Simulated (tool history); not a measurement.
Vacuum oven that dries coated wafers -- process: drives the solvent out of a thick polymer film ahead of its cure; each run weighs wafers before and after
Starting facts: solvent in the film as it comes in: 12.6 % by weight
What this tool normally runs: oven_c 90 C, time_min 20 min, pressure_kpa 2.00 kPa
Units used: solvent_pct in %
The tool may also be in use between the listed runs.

{"run": 1, "hour": 0.0, "oven_c": 90, "time_min": 20, "pressure_kpa": 2.0, "solvent_pct": 3.56}
{"run": 2, "hour": 46.1, "oven_c": 90, "time_min": 20, "pressure_kpa": 2.0, "solvent_pct": 3.58}
{"run": 3, "hour": 90.1, "oven_c": 90, "time_min": 20, "pressure_kpa": 2.0, "solvent_pct": 3.55}
{"run": 4, "hour": 114.3, "oven_c": 90, "time_min": 20, "pressure_kpa": 2.0, "solvent_pct": 3.56}
{"run": 5, "hour": 141.8, "oven_c": 90, "time_min": 20, "pressure_kpa": 2.0, "solvent_pct": 3.57}
{"run": 6, "hour": 191.4, "oven_c": 90, "time_min": 11, "pressure_kpa": 2.0, "solvent_pct": 4.68}
{"run": 7, "hour": 218.7, "oven_c": 90, "time_min": 13, "pressure_kpa": 2.0, "solvent_pct": 4.31}
{"run": 8, "hour": 252.2, "oven_c": 90, "time_min": 15, "pressure_kpa": 2.0, "solvent_pct": 4.04}
{"run": 9, "hour": 306.4, "oven_c": 90, "time_min": 20, "pressure_kpa": 2.0, "solvent_pct": 3.58}
{"run": 10, "hour": 329.9, "oven_c": 77, "time_min": 11, "pressure_kpa": 2.0, "solvent_pct": 8.52}
{"run": 11, "hour": 370.9, "oven_c": 77, "time_min": 11, "pressure_kpa": 2.0, "solvent_pct": 8.5}
{"run": 12, "hour": 424.9, "oven_c": 82, "time_min": 20, "pressure_kpa": 2.0, "solvent_pct": 5.65}
{"run": 13, "hour": 477.6, "oven_c": 82, "time_min": 20, "pressure_kpa": 2.0, "solvent_pct": 5.65}
{"run": 14, "hour": 505.9, "oven_c": 82, "time_min": 20, "pressure_kpa": 1.39, "solvent_pct": 4.58}
{"run": 15, "hour": 552.4, "oven_c": 90, "time_min": 20, "pressure_kpa": 2.77, "solvent_pct": 4.73}
{"hour": 600.8, "done": "oven's thermocouples calibrated"}
{"run": 16, "hour": 604.9, "oven_c": 99, "time_min": 15, "pressure_kpa": 2.77, "solvent_pct": 3.39}
{"run": 17, "hour": 639.5, "oven_c": 90, "time_min": 11, "pressure_kpa": 2.0, "solvent_pct": 4.88}

Consider 3 possible next runs. They are alternatives, not a sequence: every one starts from the tool as it was left by run 17. What does each give?
{"run": "A", "hour": 667.4, "oven_c": 86, "time_min": 11, "pressure_kpa": 5.17, "solvent_pct": "?"}
{"run": "B", "hour": 667.4, "oven_c": 93, "time_min": 25, "pressure_kpa": 6.45, "solvent_pct": "?"}
{"run": "C", "hour": 667.4, "oven_c": 90, "time_min": 26, "pressure_kpa": 2.0, "solvent_pct": "?"}

run=A solvent_pct=10.41
run=B solvent_pct=9.25
run=C solvent_pct=3.49
With no hidden state in the tool, these same runs would have given:
run=A solvent_pct=10.37
run=B solvent_pct=9.21
run=C solvent_pct=3.38
